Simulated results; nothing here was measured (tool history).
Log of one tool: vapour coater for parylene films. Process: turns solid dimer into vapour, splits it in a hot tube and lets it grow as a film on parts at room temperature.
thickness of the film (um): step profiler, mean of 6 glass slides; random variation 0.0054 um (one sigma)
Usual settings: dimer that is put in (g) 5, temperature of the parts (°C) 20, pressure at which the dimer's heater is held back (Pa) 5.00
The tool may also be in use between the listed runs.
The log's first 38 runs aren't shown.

run   hour  dimer that is put in (g)  temperature of the parts (°C)  pressure at which the dimer's heater is held back (Pa)  thickness of the film (um)
 39  610.5                         3                             12                                                    5.00                       1.156
 40  620.8                         3                             22                                                    5.00                       0.842
 41  633.3                         3                             20                                                    8.36                       0.870
 42  656.3                         3                             20                                                    8.36                       0.861
 43  672.5                         3                             20                                                    8.36                       0.870
 44  686.2                         3                             20                                                    8.36                       0.860
 45  705.3                         3                             20                                                    5.92                       0.872
 46  719.5                         3                             20                                                    2.49                       0.919
 47  741.3                         3                             27                                                    3.64                       0.721
     755.2  -- trap's valve overhauled
 48  760.9                         3                             27                                                    3.64                       0.775

3 ways to go on from here, each from the tool as it stands after run 48. What would each give?
  A  780.4                         5                             25                                                    4.91                           ?
  B  780.4                         5                             22                                                    3.27                           ?
  C  780.4                         7                             21                                                    3.64                           ?

run  thickness of the film (um)
  A                       1.357
  B                       1.539
  C                       2.196
Without the tool's hidden state the same runs would have given:
run  thickness of the film (um)
  A                       1.314
  B                       1.491
  C                       2.127
